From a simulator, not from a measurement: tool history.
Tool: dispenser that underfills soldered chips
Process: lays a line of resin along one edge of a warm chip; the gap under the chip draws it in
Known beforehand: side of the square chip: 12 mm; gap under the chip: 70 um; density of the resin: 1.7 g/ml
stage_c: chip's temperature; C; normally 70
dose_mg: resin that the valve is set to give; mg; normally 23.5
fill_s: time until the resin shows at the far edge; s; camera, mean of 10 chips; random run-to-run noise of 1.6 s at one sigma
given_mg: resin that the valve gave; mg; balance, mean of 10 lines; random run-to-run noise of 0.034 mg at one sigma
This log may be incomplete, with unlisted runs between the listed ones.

Run 1, day 0: usual settings. Result: fill_s 221.2 s, given_mg 23.18 mg.
Run 2, day 0.112: usual settings. Result: fill_s 253.4 s, given_mg 23.13 mg.
At day 0.142: new syringe of resin.
Run 3, day 0.267: usual settings but dose_mg 22.9 mg. Result: fill_s 181 s, given_mg 22.54 mg.
Run 4, day 0.375: usual settings. Result: fill_s 206.6 s, given_mg 23.07 mg.
At day 0.567: new syringe of resin.
Run 5, day 0.567: usual settings. Result: fill_s 152.5 s, given_mg 22.99 mg.
Run 6, day 0.721: usual settings. Result: fill_s 187.6 s, given_mg 23.05 mg.
Run 7, day 0.833: usual settings but stage_c 82 C. Result: fill_s 147.2 s, given_mg 23 mg.
Run 8, day 0.95: usual settings but stage_c 76 C, dose_mg 29.6 mg. Result: fill_s 194.9 s, given_mg 29.07 mg.
At day 0.992: new syringe of resin.
Run 9, day 1.154: usual settings but stage_c 64 C. Result: fill_s 233.4 s, given_mg 22.98 mg.
Run 10, day 1.271: usual settings but stage_c 64 C. Result: fill_s 272.5 s, given_mg 22.92 mg.
Run 11, day 1.371: usual settings but stage_c 56 C, dose_mg 29.8 mg. Result: fill_s 379.2 s, given_mg 29.09 mg.
At day 1.421: new syringe of resin.
Run 12, day 1.517: usual settings but stage_c 75 C, dose_mg 23.3 mg. Result: fill_s 150.2 s, given_mg 22.74 mg.
Run 13, day 1.738: usual settings but stage_c 75 C, dose_mg 23.3 mg. Result: fill_s 195.5 s, given_mg 22.73 mg.

Each row is a separate what-if for the run after 13, all from the same tool condition, not one after another. Results?
At day 1.858: new syringe of resin.
Run A, day 1.858: usual settings but stage_c 72 C, dose_mg 30.3 mg. Result: fill_s ?, given_mg ?.
At day 1.858: new syringe of resin.
Run B, day 1.858: usual settings but dose_mg 30.5 mg. Result: fill_s ?, given_mg ?.
At day 1.858: new syringe of resin.
Run C, day 1.858: usual settings but stage_c 75 C, dose_mg 27.9 mg. Result: fill_s ?, given_mg ?.

run  fill_s  given_mg
  A   137.9      29.5
  B   148.2     29.71
  C   127.7     27.13
What these runs would have given with no unlogged condition in the tool:
run  fill_s  given_mg
  A   136.6     30.29
  B   146.8      30.5
  C   126.3     27.85

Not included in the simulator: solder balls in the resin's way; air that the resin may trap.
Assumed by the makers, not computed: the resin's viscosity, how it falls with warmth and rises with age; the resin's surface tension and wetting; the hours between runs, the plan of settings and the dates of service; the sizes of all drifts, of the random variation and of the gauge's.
